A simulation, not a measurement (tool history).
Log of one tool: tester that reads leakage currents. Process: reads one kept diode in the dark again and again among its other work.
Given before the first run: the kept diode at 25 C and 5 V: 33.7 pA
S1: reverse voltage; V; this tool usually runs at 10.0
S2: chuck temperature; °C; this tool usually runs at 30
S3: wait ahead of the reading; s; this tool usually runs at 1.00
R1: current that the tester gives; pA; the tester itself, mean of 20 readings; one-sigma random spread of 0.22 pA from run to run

{"run": 1, "hour": 0.0, "S1": 10.0, "S2": 30, "S3": 1.0, "R1": 73.16}
{"run": 2, "hour": 46.4, "S1": 2.1, "S2": 30, "S3": 1.0, "R1": 37.29}
{"run": 3, "hour": 107.5, "S1": 10.3, "S2": 30, "S3": 1.0, "R1": 73.91}
{"run": 4, "hour": 172.5, "S1": 10.3, "S2": 30, "S3": 1.0, "R1": 73.61}
{"run": 5, "hour": 232.3, "S1": 10.3, "S2": 30, "S3": 1.0, "R1": 73.72}
{"run": 6, "hour": 280.5, "S1": 10.0, "S2": 30, "S3": 1.0, "R1": 72.48}
{"run": 7, "hour": 335.6, "S1": 10.0, "S2": 30, "S3": 1.0, "R1": 72.55}
{"run": 8, "hour": 398.7, "S1": 10.0, "S2": 30, "S3": 1.0, "R1": 72.86}
{"run": 9, "hour": 430.6, "S1": 10.0, "S2": 30, "S3": 0.49, "R1": 76.3}
{"run": 10, "hour": 470.7, "S1": 10.0, "S2": 30, "S3": 0.49, "R1": 75.85}
{"run": 11, "hour": 507.6, "S1": 10.0, "S2": 56, "S3": 1.0, "R1": 528.41}
{"run": 12, "hour": 559.0, "S1": 10.0, "S2": 56, "S3": 1.0, "R1": 527.7}
{"run": 13, "hour": 609.8, "S1": 10.0, "S2": 30, "S3": 2.59, "R1": 70.84}
{"run": 14, "hour": 647.9, "S1": 10.0, "S2": 30, "S3": 0.89, "R1": 73.95}
{"run": 15, "hour": 700.4, "S1": 10.0, "S2": 51, "S3": 0.34, "R1": 375.19}
{"run": 16, "hour": 754.9, "S1": 10.0, "S2": 51, "S3": 0.34, "R1": 373.16}
{"run": 17, "hour": 786.4, "S1": 10.0, "S2": 51, "S3": 0.34, "R1": 373.85}
{"run": 18, "hour": 850.9, "S1": 10.0, "S2": 51, "S3": 0.34, "R1": 372.22}
{"run": 19, "hour": 892.0, "S1": 10.8, "S2": 30, "S3": 1.0, "R1": 75.53}
{"run": 20, "hour": 960.3, "S1": 1.9, "S2": 56, "S3": 1.0, "R1": 265.61}
{"run": 21, "hour": 999.8, "S1": 1.9, "S2": 56, "S3": 1.0, "R1": 264.66}
{"run": 22, "hour": 1037.7, "S1": 1.9, "S2": 56, "S3": 1.0, "R1": 264.19}
{"run": 23, "hour": 1083.3, "S1": 1.1, "S2": 28, "S3": 1.0, "R1": 23.85}
{"run": 24, "hour": 1130.7, "S1": 1.1, "S2": 28, "S3": 1.0, "R1": 23.94}
{"run": 25, "hour": 1168.9, "S1": 5.8, "S2": 26, "S3": 1.52, "R1": 40.6}

Run 26 has not been measured yet. What should we expect?
{"run": 26, "hour": 1201.5, "S1": 1.4, "S2": 39, "S3": 0.77, "R1": "?"}

R1: 65.35 pA
If the tool had no hidden condition, the same run with the same run-to-run variation would have returned R1 65.27 pA.
